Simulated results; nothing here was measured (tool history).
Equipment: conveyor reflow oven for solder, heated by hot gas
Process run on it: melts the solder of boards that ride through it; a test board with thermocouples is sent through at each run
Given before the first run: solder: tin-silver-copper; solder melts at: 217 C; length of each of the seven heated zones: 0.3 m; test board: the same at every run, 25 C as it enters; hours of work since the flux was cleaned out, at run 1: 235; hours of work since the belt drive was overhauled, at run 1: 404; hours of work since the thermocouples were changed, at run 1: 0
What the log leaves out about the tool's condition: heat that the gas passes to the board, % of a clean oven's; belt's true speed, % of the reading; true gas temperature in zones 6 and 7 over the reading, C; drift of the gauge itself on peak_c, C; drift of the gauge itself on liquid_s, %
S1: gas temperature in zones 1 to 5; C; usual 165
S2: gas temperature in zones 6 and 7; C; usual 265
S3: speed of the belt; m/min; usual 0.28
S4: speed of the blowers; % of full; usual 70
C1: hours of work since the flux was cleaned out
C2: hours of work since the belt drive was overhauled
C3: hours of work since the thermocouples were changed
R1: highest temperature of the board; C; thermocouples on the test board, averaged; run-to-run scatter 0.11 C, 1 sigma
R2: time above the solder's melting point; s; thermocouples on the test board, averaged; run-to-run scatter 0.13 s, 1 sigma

run 1 hour=0 | S1=165 S2=265 S3=0.28 S4=70 | C1=235 C2=404 C3=0 | R1=253.7 R2=96.8
run 2 hour=30.6 | S1=165 S2=265 S3=0.28 S4=70 | C1=258 C2=427 C3=23 | R1=253.6 R2=96.5
run 3 hour=54.9 | S1=165 S2=265 S3=0.28 S4=70 | C1=276 C2=445 C3=41 | R1=253.5 R2=96.9
-- hour=101.6 flux residue cleaned out of gas plates and filters
run 4 hour=103.1 | S1=165 S2=265 S3=0.28 S4=70 | C1=1 C2=477 C3=73 | R1=252.7 R2=95.4
run 5 hour=138.9 | S1=165 S2=265 S3=0.313 S4=70 | C1=28 C2=503 C3=100 | R1=249.6 R2=79.7
run 6 hour=158.5 | S1=165 S2=265 S3=0.313 S4=70 | C1=42 C2=518 C3=114 | R1=249.3 R2=79.6
run 7 hour=192.2 | S1=165 S2=265 S3=0.313 S4=70 | C1=67 C2=543 C3=139 | R1=249.2 R2=79.5
run 8 hour=211.2 | S1=165 S2=265 S3=0.313 S4=70 | C1=82 C2=557 C3=153 | R1=248.9 R2=79.3
run 9 hour=245.8 | S1=165 S2=265 S3=0.313 S4=70 | C1=107 C2=583 C3=179 | R1=249 R2=79.1
-- hour=254 flux residue cleaned out of gas plates and filters, once more
run 10 hour=290.5 | S1=165 S2=265 S3=0.313 S4=70 | C1=27 C2=612 C3=209 | R1=252.4 R2=85.1
run 11 hour=331.8 | S1=165 S2=265 S3=0.313 S4=70 | C1=58 C2=643 C3=239 | R1=252.4 R2=84.6
run 12 hour=364.4 | S1=165 S2=265 S3=0.313 S4=70 | C1=82 C2=667 C3=263 | R1=252.2 R2=84.5
run 13 hour=402.3 | S1=154 S2=265 S3=0.313 S4=70 | C1=110 C2=696 C3=292 | R1=250.7 R2=77.6
run 14 hour=422.5 | S1=154 S2=265 S3=0.313 S4=70 | C1=125 C2=711 C3=307 | R1=250.4 R2=77.8
run 15 hour=459.2 | S1=154 S2=265 S3=0.313 S4=70 | C1=153 C2=738 C3=334 | R1=250.3 R2=77.5
run 16 hour=481.5 | S1=154 S2=265 S3=0.313 S4=70 | C1=169 C2=754 C3=351 | R1=250.2 R2=77.3
run 17 hour=509.3 | S1=151 S2=268 S3=0.28 S4=70 | C1=190 C2=775 C3=371 | R1=256 R2=94
run 18 hour=531.7 | S1=151 S2=268 S3=0.28 S4=70 | C1=206 C2=792 C3=388 | R1=255.9 R2=93.9

Run 19 has not been measured yet. What should we expect?
run 19 hour=572.6 | S1=151 S2=268 S3=0.28 S4=70 | C1=237 C2=822 C3=418 | R1=? R2=?

{"run 19": {"R1": 255.7, "R2": 93.8}}
Minus the tool's unlogged condition, the same run would have read R1 256.3 C, R2 93.3 s.
